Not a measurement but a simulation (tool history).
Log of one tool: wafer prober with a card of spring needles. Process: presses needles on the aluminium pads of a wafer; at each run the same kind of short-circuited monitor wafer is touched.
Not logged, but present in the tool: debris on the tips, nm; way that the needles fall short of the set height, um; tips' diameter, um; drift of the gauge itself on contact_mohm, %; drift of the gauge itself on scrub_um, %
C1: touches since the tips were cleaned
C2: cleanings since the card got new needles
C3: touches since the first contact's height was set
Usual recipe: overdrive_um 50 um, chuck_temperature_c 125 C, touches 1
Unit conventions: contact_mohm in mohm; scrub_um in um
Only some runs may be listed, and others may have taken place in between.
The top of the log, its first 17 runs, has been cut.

-- hour=176.5 tips cleaned on abrasive film
run 18 hour=183.5 | overdrive_um=55 chuck_temperature_c=109 touches=1 | C1=3207 C2=26 C3=34452 | contact_mohm=158 scrub_um=11.81
-- hour=184.3 tips cleaned on abrasive film
-- hour=192.7 tips cleaned on abrasive film
run 19 hour=193.4 | overdrive_um=31 chuck_temperature_c=125 touches=1 | C1=305 C2=28 C3=38910 | contact_mohm=171 scrub_um=6.58
-- hour=200.9 tips cleaned on abrasive film
run 20 hour=206.8 | overdrive_um=31 chuck_temperature_c=125 touches=1 | C1=2679 C2=29 C3=45005 | contact_mohm=175 scrub_um=6.61
-- hour=208.6 tips cleaned on abrasive film
-- hour=217 tips cleaned on abrasive film
run 21 hour=219.1 | overdrive_um=31 chuck_temperature_c=125 touches=1 | C1=946 C2=31 C3=50577 | contact_mohm=174 scrub_um=6.64
-- hour=225 tips cleaned on abrasive film
run 22 hour=231.1 | overdrive_um=31 chuck_temperature_c=125 touches=1 | C1=2788 C2=32 C3=56029 | contact_mohm=174 scrub_um=6.67
-- hour=233.4 tips cleaned on abrasive film
-- hour=241.4 tips cleaned on abrasive film
run 23 hour=241.8 | overdrive_um=31 chuck_temperature_c=55 touches=1 | C1=157 C2=34 C3=60851 | contact_mohm=157 scrub_um=6.65
-- hour=250.3 tips cleaned on abrasive film
run 24 hour=253.5 | overdrive_um=31 chuck_temperature_c=55 touches=1 | C1=1490 C2=35 C3=66202 | contact_mohm=160 scrub_um=6.57
-- hour=257.8 height of the first contact set anew
-- hour=259.2 tips cleaned on abrasive film
run 25 hour=266.5 | overdrive_um=31 chuck_temperature_c=55 touches=1 | C1=3368 C2=36 C3=3946 | contact_mohm=159 scrub_um=6.64
-- hour=267.4 tips cleaned on abrasive film
-- hour=275.8 tips cleaned on abrasive film
run 26 hour=279.9 | overdrive_um=50 chuck_temperature_c=28 touches=1 | C1=1882 C2=38 C3=9991 | contact_mohm=145 scrub_um=10.75
-- hour=283.6 tips cleaned on abrasive film
run 27 hour=287.1 | overdrive_um=50 chuck_temperature_c=58 touches=1 | C1=1594 C2=39 C3=13262 | contact_mohm=151 scrub_um=10.7
-- hour=292 tips cleaned on abrasive film
-- hour=300 tips cleaned on abrasive film
run 28 hour=300.3 | overdrive_um=36 chuck_temperature_c=28 touches=1 | C1=147 C2=41 C3=19230 | contact_mohm=148 scrub_um=7.71
-- hour=308.1 tips cleaned on abrasive film
run 29 hour=308.1 | overdrive_um=36 chuck_temperature_c=28 touches=1 | C1=0 C2=42 C3=22750 | contact_mohm=151 scrub_um=7.73
-- hour=316.5 tips cleaned on abrasive film
run 30 hour=320.9 | overdrive_um=37 chuck_temperature_c=28 touches=1 | C1=2042 C2=43 C3=28600 | contact_mohm=152 scrub_um=7.93
-- hour=325.1 tips cleaned on abrasive film
run 31 hour=332.7 | overdrive_um=44 chuck_temperature_c=125 touches=2 | C1=3459 C2=44 C3=33950 | contact_mohm=165 scrub_um=9.41
-- hour=333.4 tips cleaned on abrasive film
run 32 hour=338.7 | overdrive_um=50 chuck_temperature_c=125 touches=1 | C1=2434 C2=45 C3=36686 | contact_mohm=165 scrub_um=10.72

What if the next run were any one of these 3? Each begins from the tool's condition after run 32:
-- hour=341.6 tips cleaned on abrasive film
run A hour=344.7 | overdrive_um=50 chuck_temperature_c=75 touches=1 | C1=1411 C2=46 C3=39395 | contact_mohm=? scrub_um=?
-- hour=341.6 tips cleaned on abrasive film
run B hour=344.7 | overdrive_um=35 chuck_temperature_c=125 touches=1 | C1=1411 C2=46 C3=39395 | contact_mohm=? scrub_um=?
-- hour=341.6 tips cleaned on abrasive film
run C hour=344.7 | overdrive_um=47 chuck_temperature_c=125 touches=1 | C1=1411 C2=46 C3=39395 | contact_mohm=? scrub_um=?

run=A contact_mohm=153 scrub_um=10.68
run=B contact_mohm=172 scrub_um=7.54
run=C contact_mohm=165 scrub_um=10.1
What these runs would have given with no unlogged condition in the tool:
run=A contact_mohm=152 scrub_um=10.69
run=B contact_mohm=171 scrub_um=7.54
run=C contact_mohm=164 scrub_um=10.1
